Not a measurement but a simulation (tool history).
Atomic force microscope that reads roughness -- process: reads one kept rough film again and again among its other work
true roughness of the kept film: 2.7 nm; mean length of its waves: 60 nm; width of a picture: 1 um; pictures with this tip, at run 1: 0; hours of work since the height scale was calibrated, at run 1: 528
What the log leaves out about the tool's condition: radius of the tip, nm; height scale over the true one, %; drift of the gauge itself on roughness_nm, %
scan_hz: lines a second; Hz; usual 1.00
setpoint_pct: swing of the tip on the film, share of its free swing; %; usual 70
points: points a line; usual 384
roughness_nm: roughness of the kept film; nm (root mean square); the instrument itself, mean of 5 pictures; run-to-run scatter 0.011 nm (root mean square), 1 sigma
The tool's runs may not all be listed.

| run | hour | scan_hz | setpoint_pct | points | pictures with this tip | hours of work since the height scale was calibrated | roughness_nm |
|---|---|---|---|---|---|---|---|
| 1 | 0.0 | 1.00 | 70 | 384 | 0 | 528 | 2.453 |
| 2 | 33.8 | 0.60 | 70 | 384 | 55 | 550 | 2.500 |
| 3 | 68.1 | 0.60 | 70 | 384 | 110 | 573 | 2.455 |
| 4 | 103.1 | 0.66 | 70 | 384 | 166 | 596 | 2.442 |
| 5 | 120.9 | 0.66 | 70 | 384 | 195 | 607 | 2.433 |
| 6 | 145.7 | 2.60 | 70 | 384 | 235 | 624 | 2.158 |
| 7 | 173.4 | 2.60 | 70 | 428 | 280 | 642 | 2.137 |
| 8 | 193.4 | 0.77 | 70 | 384 | 312 | 655 | 2.371 |
|  | 202.6 | new tip fitted |
| 9 | 222.3 | 0.77 | 70 | 384 | 31 | 673 | 2.476 |
| 10 | 253.6 | 0.77 | 70 | 384 | 82 | 694 | 2.460 |
| 11 | 290.3 | 1.45 | 70 | 384 | 141 | 718 | 2.345 |
| 12 | 317.5 | 1.00 | 70 | 382 | 185 | 736 | 2.404 |
| 13 | 349.9 | 1.00 | 70 | 278 | 237 | 757 | 2.356 |
| 14 | 379.5 | 1.00 | 57 | 509 | 285 | 776 | 2.435 |
|  | 403.7 | new tip fitted |
| 15 | 411.0 | 1.00 | 57 | 509 | 12 | 797 | 2.547 |
| 16 | 441.4 | 0.99 | 74 | 509 | 61 | 817 | 2.390 |
| 17 | 458.9 | 3.93 | 79 | 577 | 89 | 828 | 1.813 |
| 18 | 493.7 | 2.58 | 73 | 388 | 145 | 851 | 2.111 |
| 19 | 519.1 | 2.58 | 73 | 388 | 186 | 867 | 2.115 |
| 20 | 534.4 | 2.58 | 73 | 388 | 210 | 878 | 2.086 |
| 21 | 569.1 | 2.58 | 73 | 388 | 266 | 900 | 2.092 |
| 22 | 585.4 | 3.36 | 80 | 388 | 293 | 911 | 1.798 |
| 23 | 603.8 | 0.56 | 80 | 336 | 322 | 923 | 2.355 |

How would selected steps in roughness_nm from run to run divide? Give the signed amount a tool lacking its hidden state would still show from settings, what came in and random variation, and the signed amount left for the hidden state, including any gauge scatter that is not in both of the compared results.
Run 8 -> 9: new tip fitted. roughness_nm +0.105 nm (root mean square): hidden state +0.104, all else +0.001.
Run 14 -> 15: new tip fitted. roughness_nm +0.112 nm (root mean square): hidden state +0.101, all else +0.011.
Run 16 -> 17: scan_hz 0.99 -> 3.93, setpoint_pct 74 -> 79, points 509 -> 577. roughness_nm -0.577 nm (root mean square): hidden state +0.002, all else -0.579.
Run 22 -> 23: scan_hz 3.36 -> 0.56, points 388 -> 336. roughness_nm +0.557 nm (root mean square): hidden state -0.040, all else +0.597.

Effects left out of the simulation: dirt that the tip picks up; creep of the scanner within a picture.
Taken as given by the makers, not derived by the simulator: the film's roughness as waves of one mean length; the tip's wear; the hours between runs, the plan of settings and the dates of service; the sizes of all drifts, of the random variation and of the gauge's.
